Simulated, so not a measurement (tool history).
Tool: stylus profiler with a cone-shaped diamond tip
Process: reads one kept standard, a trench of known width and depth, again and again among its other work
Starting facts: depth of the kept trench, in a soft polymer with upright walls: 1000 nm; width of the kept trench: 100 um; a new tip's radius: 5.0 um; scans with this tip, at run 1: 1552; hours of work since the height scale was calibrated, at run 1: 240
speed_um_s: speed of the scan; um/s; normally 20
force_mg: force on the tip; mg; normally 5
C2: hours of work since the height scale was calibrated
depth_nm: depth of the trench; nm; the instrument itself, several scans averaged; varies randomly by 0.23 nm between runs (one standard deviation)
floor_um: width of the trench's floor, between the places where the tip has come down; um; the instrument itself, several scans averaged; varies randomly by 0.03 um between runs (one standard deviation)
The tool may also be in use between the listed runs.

Run 1, hour 0: usual settings; scans with this tip 1552; C2 240. Result: depth_nm 1022.16 nm, floor_um 93.56 um.
Run 2, hour 19.6: usual settings; scans with this tip 1632; C2 252. Result: depth_nm 1022.47 nm, floor_um 93.49 um.
Run 3, hour 32.7: usual settings but force_mg 4.08 mg; scans with this tip 1686; C2 260. Result: depth_nm 1019.27 nm, floor_um 93.48 um.
Run 4, hour 46.8: usual settings but force_mg 4.08 mg; scans with this tip 1744; C2 269. Result: depth_nm 1018.84 nm, floor_um 93.51 um.
Run 5, hour 63.4: usual settings but force_mg 2.65 mg; scans with this tip 1812; C2 280. Result: depth_nm 1013.97 nm, floor_um 93.43 um.
Run 6, hour 89.7: usual settings but speed_um_s 7 um/s; scans with this tip 1921; C2 297. Result: depth_nm 1021.76 nm, floor_um 93.46 um.
Run 7, hour 108.7: usual settings but speed_um_s 7 um/s; scans with this tip 1999; C2 309. Result: depth_nm 1021.31 nm, floor_um 93.48 um.
Run 8, hour 131.6: usual settings but speed_um_s 7 um/s; scans with this tip 2093; C2 323. Result: depth_nm 1022.05 nm, floor_um 93.45 um.
Run 9, hour 154.4: usual settings; scans with this tip 2187; C2 338. Result: depth_nm 1021.47 nm, floor_um 93.38 um.
Run 10, hour 171.2: usual settings; scans with this tip 2256; C2 348. Result: depth_nm 1021.18 nm, floor_um 93.38 um.
Run 11, hour 186.8: usual settings; scans with this tip 2321; C2 358. Result: depth_nm 1021.79 nm, floor_um 93.41 um.
Run 12, hour 211.6: usual settings but force_mg 10.94 mg; scans with this tip 2423; C2 374. Result: depth_nm 1037.12 nm, floor_um 93.4 um.
Run 13, hour 226.4: usual settings but force_mg 10.94 mg; scans with this tip 2483; C2 383. Result: depth_nm 1037.41 nm, floor_um 93.28 um.
At hour 228.4: height scale calibrated on a step standard.
Run 14, hour 251.5: usual settings but force_mg 10.94 mg; scans with this tip 2585; C2 15. Result: depth_nm 1037.28 nm, floor_um 93.33 um.
Run 15, hour 276.7: usual settings; scans with this tip 2689; C2 31. Result: depth_nm 1020.96 nm, floor_um 93.25 um.
Run 16, hour 293.4: usual settings but speed_um_s 17 um/s; scans with this tip 2757; C2 41. Result: depth_nm 1020.99 nm, floor_um 93.29 um.
Run 17, hour 310.8: usual settings but speed_um_s 17 um/s; scans with this tip 2829; C2 52. Result: depth_nm 1020.88 nm, floor_um 93.29 um.
At hour 334.4: height scale calibrated on a step standard, once more.
Run 18, hour 335.4: usual settings but speed_um_s 7 um/s, force_mg 7.7 mg; scans with this tip 2928; C2 1. Result: depth_nm 1030.78 nm, floor_um 93.27 um.
Run 19, hour 351.8: usual settings but speed_um_s 16 um/s, force_mg 9.82 mg; scans with this tip 2996; C2 11. Result: depth_nm 1035.8 nm, floor_um 93.29 um.
Run 20, hour 366.4: usual settings but speed_um_s 22 um/s, force_mg 2.69 mg; scans with this tip 3056; C2 20. Result: depth_nm 1014.13 nm, floor_um 93.17 um.
Run 21, hour 392: usual settings but speed_um_s 7 um/s, force_mg 14.04 mg; scans with this tip 3161; C2 37. Result: depth_nm 1045.29 nm, floor_um 93.24 um.
Run 22, hour 419.4: usual settings but speed_um_s 7 um/s, force_mg 14.04 mg; scans with this tip 3274; C2 54. Result: depth_nm 1045.57 nm, floor_um 93.22 um.
Run 23, hour 444.2: usual settings but force_mg 2.31 mg; scans with this tip 3376; C2 70. Result: depth_nm 1012.87 nm, floor_um 93.15 um.
Run 24, hour 468.5: usual settings but force_mg 2.31 mg; scans with this tip 3476; C2 85. Result: depth_nm 1013.07 nm, floor_um 93.08 um.
Run 25, hour 481.1: usual settings but speed_um_s 42 um/s, force_mg 12.99 mg; scans with this tip 3528; C2 93. Result: depth_nm 1042.9 nm, floor_um 93.08 um.
Run 26, hour 496.5: usual settings but speed_um_s 7 um/s, force_mg 12.89 mg; scans with this tip 3591; C2 103. Result: depth_nm 1042.52 nm, floor_um 93.12 um.
Run 27, hour 523.9: usual settings but speed_um_s 56 um/s, force_mg 5.51 mg; scans with this tip 3704; C2 120. Result: depth_nm 1023.57 nm, floor_um 92.99 um.
Run 28, hour 536.2: usual settings but speed_um_s 23 um/s, force_mg 8.85 mg; scans with this tip 3755; C2 128. Result: depth_nm 1033.16 nm, floor_um 93.07 um.
Run 29, hour 562.9: usual settings but force_mg 13.07 mg; scans with this tip 3865; C2 145. Result: depth_nm 1042.79 nm, floor_um 93.05 um.
Run 30, hour 575.1: usual settings but speed_um_s 9 um/s, force_mg 12.97 mg; scans with this tip 3915; C2 153. Result: depth_nm 1042.56 nm, floor_um 93.13 um.
Run 31, hour 600.4: usual settings but speed_um_s 9 um/s, force_mg 9.75 mg; scans with this tip 4019; C2 169. Result: depth_nm 1035.2 nm, floor_um 93.03 um.
Run 32, hour 621.3: usual settings but speed_um_s 9 um/s, force_mg 9.75 mg; scans with this tip 4105; C2 182. Result: depth_nm 1034.56 nm, floor_um 93 um.
Run 33, hour 632.6: usual settings but speed_um_s 9 um/s, force_mg 9.75 mg; scans with this tip 4152; C2 190. Result: depth_nm 1034.61 nm, floor_um 92.99 um.
Run 34, hour 658.7: usual settings but speed_um_s 12 um/s, force_mg 5.64 mg; scans with this tip 4259; C2 206. Result: depth_nm 1023.55 nm, floor_um 92.97 um.

Branching from run 34: 5 alternative next runs. What would each branch give?
Run A, hour 673.9: usual settings but speed_um_s 12 um/s, force_mg 8.63 mg; scans with this tip 4322; C2 216. Result: depth_nm ?, floor_um ?.
Run B, hour 673.9: usual settings but speed_um_s 42 um/s, force_mg 5.64 mg; scans with this tip 4322; C2 216. Result: depth_nm ?, floor_um ?.
Run C, hour 673.9: usual settings but force_mg 6.16 mg; scans with this tip 4322; C2 216. Result: depth_nm ?, floor_um ?.
Run D, hour 673.9: usual settings but speed_um_s 15 um/s, force_mg 8.6 mg; scans with this tip 4322; C2 216. Result: depth_nm ?, floor_um ?.
Run E, hour 673.9: usual settings but force_mg 1.75 mg; scans with this tip 4322; C2 216. Result: depth_nm ?, floor_um ?.

run  depth_nm  floor_um
  A   1031.83     92.96
  B   1023.68     92.86
  C   1025.26     92.95
  D   1032.04     92.92
  E   1010.34     92.89
With no hidden state in the tool, these same runs would have given:
run  depth_nm  floor_um
  A   1033.05     93.97
  B   1024.89     93.88
  C   1026.48     93.97
  D   1033.27     93.94
  E   1011.54     93.91
